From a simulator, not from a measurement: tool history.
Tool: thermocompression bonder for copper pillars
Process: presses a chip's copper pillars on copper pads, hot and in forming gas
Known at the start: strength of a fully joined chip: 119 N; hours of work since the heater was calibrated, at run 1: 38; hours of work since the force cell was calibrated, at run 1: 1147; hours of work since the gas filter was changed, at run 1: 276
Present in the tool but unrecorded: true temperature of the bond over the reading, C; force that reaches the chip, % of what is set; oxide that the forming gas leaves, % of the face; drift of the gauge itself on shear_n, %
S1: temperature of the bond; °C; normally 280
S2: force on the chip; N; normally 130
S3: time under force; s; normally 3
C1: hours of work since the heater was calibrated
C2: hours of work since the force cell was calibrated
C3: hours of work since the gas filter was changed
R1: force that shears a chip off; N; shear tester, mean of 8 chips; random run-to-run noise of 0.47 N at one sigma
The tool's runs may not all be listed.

run 1 day=0.000 | S1=280 S2=130 S3=3 | C1=38 C2=1147 C3=276 | R1=60.5
run 2 day=2.758 | S1=280 S2=130 S3=2 | C1=67 C2=1176 C3=305 | R1=51.9
run 3 day=4.642 | S1=280 S2=130 S3=2 | C1=87 C2=1195 C3=325 | R1=51.9
run 4 day=6.854 | S1=262 S2=130 S3=2 | C1=110 C2=1218 C3=348 | R1=42.8
run 5 day=8.388 | S1=262 S2=130 S3=2 | C1=126 C2=1234 C3=364 | R1=42.9
run 6 day=10.729 | S1=272 S2=130 S3=3 | C1=150 C2=1259 C3=389 | R1=56.3
-- day=11.004 force cell calibrated
run 7 day=12.638 | S1=272 S2=130 S3=3 | C1=170 C2=17 C3=408 | R1=56.9
run 8 day=14.312 | S1=272 S2=130 S3=3 | C1=187 C2=35 C3=426 | R1=56.2
run 9 day=16.062 | S1=280 S2=90 S3=3 | C1=206 C2=53 C3=444 | R1=47.2
run 10 day=17.946 | S1=282 S2=130 S3=3 | C1=225 C2=73 C3=464 | R1=61.6
-- day=19.425 force cell calibrated, once more
run 11 day=20.138 | S1=282 S2=130 S3=3 | C1=248 C2=7 C3=486 | R1=58.2
-- day=21.142 forming gas filter changed
run 12 day=21.421 | S1=295 S2=130 S3=3 | C1=261 C2=21 C3=3 | R1=70.7
run 13 day=24.342 | S1=267 S2=117 S3=3 | C1=291 C2=51 C3=34 | R1=49.9
run 14 day=26.808 | S1=267 S2=117 S3=6 | C1=317 C2=77 C3=59 | R1=64.2
run 15 day=29.754 | S1=267 S2=117 S3=6 | C1=348 C2=108 C3=90 | R1=64.1
run 16 day=32.142 | S1=280 S2=87 S3=6 | C1=373 C2=133 C3=115 | R1=59.5
run 17 day=34.308 | S1=293 S2=85 S3=3 | C1=396 C2=155 C3=138 | R1=51.9
run 18 day=35.792 | S1=293 S2=85 S3=3 | C1=411 C2=171 C3=153 | R1=51.2
run 19 day=37.879 | S1=280 S2=99 S3=3 | C1=433 C2=193 C3=175 | R1=50.3
run 20 day=40.225 | S1=300 S2=132 S3=3 | C1=458 C2=217 C3=200 | R1=71.7
run 21 day=42.175 | S1=280 S2=123 S3=6 | C1=478 C2=238 C3=220 | R1=71.7

Predict each of these 4 candidate next runs independently; none follows another, all start after run 21:
run A day=44.542 | S1=274 S2=123 S3=4 | C1=503 C2=263 C3=245 | R1=?
run B day=44.542 | S1=254 S2=97 S3=6 | C1=503 C2=263 C3=245 | R1=?
run C day=44.542 | S1=301 S2=134 S3=6 | C1=503 C2=263 C3=245 | R1=?
run D day=44.542 | S1=306 S2=130 S3=2 | C1=503 C2=263 C3=245 | R1=?

run=A R1=61.4
run=B R1=49.4
run=C R1=87.7
run=D R1=66.8
With the hidden condition removed and each run's random variation left untouched, the same runs would have given:
run=A R1=60.7
run=B R1=48.4
run=C R1=88.5
run=D R1=66.5

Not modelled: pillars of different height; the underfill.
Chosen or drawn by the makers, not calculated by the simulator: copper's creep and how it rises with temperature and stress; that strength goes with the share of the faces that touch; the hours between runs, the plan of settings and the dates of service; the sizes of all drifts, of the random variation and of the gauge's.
